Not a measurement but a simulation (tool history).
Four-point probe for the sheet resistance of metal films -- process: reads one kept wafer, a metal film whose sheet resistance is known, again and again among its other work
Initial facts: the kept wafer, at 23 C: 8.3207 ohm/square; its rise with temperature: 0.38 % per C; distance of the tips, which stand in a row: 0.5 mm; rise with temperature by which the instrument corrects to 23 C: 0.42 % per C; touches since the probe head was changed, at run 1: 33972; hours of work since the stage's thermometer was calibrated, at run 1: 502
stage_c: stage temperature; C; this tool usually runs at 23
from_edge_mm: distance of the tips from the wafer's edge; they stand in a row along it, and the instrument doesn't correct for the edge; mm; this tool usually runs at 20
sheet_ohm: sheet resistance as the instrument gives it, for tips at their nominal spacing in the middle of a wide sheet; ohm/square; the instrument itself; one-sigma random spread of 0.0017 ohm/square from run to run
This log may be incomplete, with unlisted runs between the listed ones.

run   hour  stage_c  from_edge_mm  touches since the probe head was changed  hours of work since the stage's thermometer was calibrated  sheet_ohm
  1    0.0       23            20                                     33972                                                         502   8.271485
  2   46.0       23            28                                     35233                                                         526   8.269445
  3   86.8       23            23                                     36352                                                         547   8.268926
  4  133.5       23            23                                     37634                                                         571   8.265972
  5  180.5       23            20                                     38921                                                         595   8.266618
  6  207.6       23            20                                     39664                                                         609   8.267244
  7  250.1       23            20                                     40831                                                         631   8.266322
  8  285.9       23             3                                     41812                                                         649   8.387918
  9  321.4       23            20                                     42784                                                         667   8.264005
 10  361.1       18            10                                     43874                                                         687   8.285351
 11  420.8       18            10                                     45511                                                         718   8.286181
     425.3  -- stage's thermometer calibrated
 12  478.0       29            48                                     47064                                                          27   8.241766
 13  522.2       29            48                                     48277                                                          50   8.242270
 14  554.9       29            48                                     49176                                                          66   8.239448
 15  600.7       18            11                                     50430                                                          90   8.277552
 16  661.3       35            11                                     52091                                                         121   8.229185
     692.2  -- stage's thermometer calibrated, once more
 17  724.7       30            25                                     53817                                                          17   8.241523

Alternative continuations, all from the tool just after run 17; predict every row:
  A  773.3       19             4                                     55150                                                          42          ?
  B  773.3       33            13                                     55150                                                          42          ?
  C  773.3       19            33                                     55150                                                          42          ?
  D  773.3       23            75                                     55150                                                          42          ?
  E  773.3       18            65                                     55150                                                          42          ?

run  sheet_ohm
  A   8.334631
  B   8.234697
  C   8.265480
  D   8.254695
  E   8.270264
What these runs would have given with no unlogged condition in the tool:
run  sheet_ohm
  A   8.400080
  B   8.299464
  C   8.330429
  D   8.319578
  E   8.335245
